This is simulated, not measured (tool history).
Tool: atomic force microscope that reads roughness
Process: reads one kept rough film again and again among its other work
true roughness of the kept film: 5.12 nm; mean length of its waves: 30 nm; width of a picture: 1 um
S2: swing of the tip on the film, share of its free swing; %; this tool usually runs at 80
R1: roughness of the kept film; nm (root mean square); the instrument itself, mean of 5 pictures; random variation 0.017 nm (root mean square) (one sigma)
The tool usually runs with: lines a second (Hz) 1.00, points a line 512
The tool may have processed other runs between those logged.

Run 1, day 0.000: usual settings. Result: R1 3.651 nm (root mean square).
Run 2, day 2.167: usual settings but lines a second (Hz) 0.54. Result: R1 4.157 nm (root mean square).
Run 3, day 3.375: usual settings but lines a second (Hz) 0.54. Result: R1 4.068 nm (root mean square).
Run 4, day 5.200: usual settings but lines a second (Hz) 0.54. Result: R1 3.810 nm (root mean square).
Run 5, day 7.971: usual settings but lines a second (Hz) 0.54. Result: R1 4.200 nm (root mean square).
Run 6, day 9.546: usual settings but lines a second (Hz) 0.86. Result: R1 3.908 nm (root mean square).
Run 7, day 10.962: usual settings but lines a second (Hz) 0.61. Result: R1 3.845 nm (root mean square).
Run 8, day 12.896: usual settings but lines a second (Hz) 0.61. Result: R1 3.700 nm (root mean square).
Run 9, day 14.238: usual settings but lines a second (Hz) 0.61. Result: R1 4.091 nm (root mean square).
Run 10, day 16.738: usual settings but S2 72 %. Result: R1 3.880 nm (root mean square).
Run 11, day 19.296: usual settings but points a line 624. Result: R1 3.555 nm (root mean square).
Run 12, day 21.871: usual settings but lines a second (Hz) 3.98. Result: R1 3.173 nm (root mean square).
Run 13, day 24.396: usual settings. Result: R1 3.634 nm (root mean square).
Run 14, day 26.254: usual settings. Result: R1 4.039 nm (root mean square).
Run 15, day 28.842: usual settings. Result: R1 3.755 nm (root mean square).
Run 16, day 29.992: usual settings but S2 64 %. Result: R1 3.832 nm (root mean square).
Run 17, day 31.708: usual settings but S2 64 %. Result: R1 4.306 nm (root mean square).
Run 18, day 34.354: usual settings but S2 64 %. Result: R1 4.021 nm (root mean square).
Run 19, day 36.496: usual settings but S2 64 %. Result: R1 3.824 nm (root mean square).
Run 20, day 38.096: usual settings but S2 64 %. Result: R1 4.219 nm (root mean square).
Run 21, day 40.108: usual settings. Result: R1 3.834 nm (root mean square).
Run 22, day 41.292: usual settings. Result: R1 3.736 nm (root mean square).
Run 23, day 43.442: usual settings. Result: R1 3.555 nm (root mean square).
Run 24, day 45.467: usual settings but lines a second (Hz) 2.34, points a line 269. Result: R1 3.550 nm (root mean square).
Run 25, day 47.417: usual settings but lines a second (Hz) 1.42, S2 85 %. Result: R1 3.554 nm (root mean square).
Run 26, day 49.842: usual settings but lines a second (Hz) 1.42, S2 58 %, points a line 446. Result: R1 4.313 nm (root mean square).
Run 27, day 51.762: usual settings but lines a second (Hz) 1.42, S2 58 %, points a line 446. Result: R1 4.099 nm (root mean square).
Run 28, day 53.350: usual settings but lines a second (Hz) 0.66, S2 69 %, points a line 458. Result: R1 3.933 nm (root mean square).
Run 29, day 54.983: usual settings but S2 87 %, points a line 831. Result: R1 3.526 nm (root mean square).
Run 30, day 56.683: usual settings but lines a second (Hz) 1.18, S2 87 %, points a line 831. Result: R1 3.868 nm (root mean square).
Run 31, day 57.946: usual settings but lines a second (Hz) 1.61, S2 57 %, points a line 898. Result: R1 4.080 nm (root mean square).
Run 32, day 59.412: usual settings but lines a second (Hz) 1.61, S2 57 %, points a line 898. Result: R1 3.965 nm (root mean square).
Run 33, day 61.058: usual settings but lines a second (Hz) 3.19, S2 62 %, points a line 549. Result: R1 3.586 nm (root mean square).
Run 34, day 63.021: usual settings but lines a second (Hz) 2.36, S2 56 %, points a line 549. Result: R1 4.174 nm (root mean square).
Run 35, day 65.125: usual settings but S2 67 %, points a line 774. Result: R1 4.000 nm (root mean square).
Run 36, day 66.596: usual settings but S2 86 %, points a line 867. Result: R1 3.639 nm (root mean square).
Run 37, day 68.696: usual settings but S2 60 %, points a line 485. Result: R1 4.252 nm (root mean square).
Run 38, day 70.075: usual settings but S2 60 %, points a line 485. Result: R1 4.133 nm (root mean square).
Run 39, day 72.367: usual settings but points a line 527. Result: R1 3.721 nm (root mean square).
Run 40, day 74.429: usual settings but lines a second (Hz) 1.20, points a line 527. Result: R1 3.996 nm (root mean square).
Run 41, day 76.454: usual settings but lines a second (Hz) 1.20, points a line 527. Result: R1 3.797 nm (root mean square).
Run 42, day 78.454: usual settings but lines a second (Hz) 1.20, S2 58 %, points a line 527. Result: R1 3.793 nm (root mean square).

Missing from the log above: 14 entries noted between runs. For each, name the pair of listed runs it sits between and say how the tool's hidden condition differs from the listed run just before to the listed run just after:
Run 1 -> run 2: new tip fitted (day 1.288)
  radius of the tip, nm: 13.9 -> 8.5; height scale over the true one, %: 1.13 -> 1.16
  measured less the result without the state, R1: -0.441 -> -0.073 nm (root mean square)
Run 4 -> run 5: new tip fitted (day 7.333)
  radius of the tip, nm: 12.4 -> 8.1; height scale over the true one, %: 1.2 -> 1.24
  measured less the result without the state, R1: -0.352 -> -0.035 nm (root mean square)
Run 8 -> run 9: new tip fitted (day 13.438)
  radius of the tip, nm: 14.9 -> 8.5; height scale over the true one, %: 1.3 -> 1.32
  measured less the result without the state, R1: -0.511 -> -0.068 nm (root mean square)
Run 11 -> run 12: new tip fitted (day 19.438)
  radius of the tip, nm: 15.1 -> 10.4; height scale over the true one, %: 1.39 -> 1.42
  measured less the result without the state, R1: -0.506 -> -0.162 nm (root mean square)
Run 13 -> run 14: new tip fitted (day 25.450)
  radius of the tip, nm: 14 -> 8.5; height scale over the true one, %: 1.45 -> 1.47
  measured less the result without the state, R1: -0.433 -> -0.055 nm (root mean square)
Run 16 -> run 17: new tip fitted (day 31.462)
  radius of the tip, nm: 13.6 -> 7.5; height scale over the true one, %: 1.52 -> 1.55
  measured less the result without the state, R1: -0.428 -> +0.022 nm (root mean square)
Run 19 -> run 20: new tip fitted (day 37.617)
  radius of the tip, nm: 13.8 -> 8.1; height scale over the true one, %: 1.6 -> 1.62
  measured less the result without the state, R1: -0.434 -> -0.020 nm (root mean square)
Run 23 -> run 24: new tip fitted (day 43.633)
  radius of the tip, nm: 15.7 -> 9.5; height scale over the true one, %: 1.69 -> 1.72
  measured less the result without the state, R1: -0.529 -> -0.110 nm (root mean square)
Run 25 -> run 26: new tip fitted (day 49.712)
  radius of the tip, nm: 12.2 -> 7.4; height scale over the true one, %: 1.74 -> 1.77
  measured less the result without the state, R1: -0.290 -> +0.042 nm (root mean square)
Run 29 -> run 30: new tip fitted (day 55.804)
  radius of the tip, nm: 14.5 -> 8.6; height scale over the true one, %: 1.84 -> 1.86
  measured less the result without the state, R1: -0.438 -> -0.049 nm (root mean square)
Run 33 -> run 34: new tip fitted (day 61.858)
  radius of the tip, nm: 14.6 -> 8.6; height scale over the true one, %: 1.92 -> 1.94
  measured less the result without the state, R1: -0.454 -> -0.049 nm (root mean square)
Run 36 -> run 37: new tip fitted (day 67.875)
  radius of the tip, nm: 13.1 -> 8.5; height scale over the true one, %: 1.99 -> 2.01
  measured less the result without the state, R1: -0.355 -> -0.039 nm (root mean square)
Run 39 -> run 40: new tip fitted (day 74.017)
  radius of the tip, nm: 13.4 -> 8.4; height scale over the true one, %: 2.06 -> 2.09
  measured less the result without the state, R1: -0.377 -> -0.022 nm (root mean square)
Run 41 -> run 42: height scale calibrated on a step standard (day 77.908)
  radius of the tip, nm: 11.1 -> 13.8; height scale over the true one, %: 2.11 -> -0.01
  measured less the result without the state, R1: -0.217 -> -0.498 nm (root mean square)
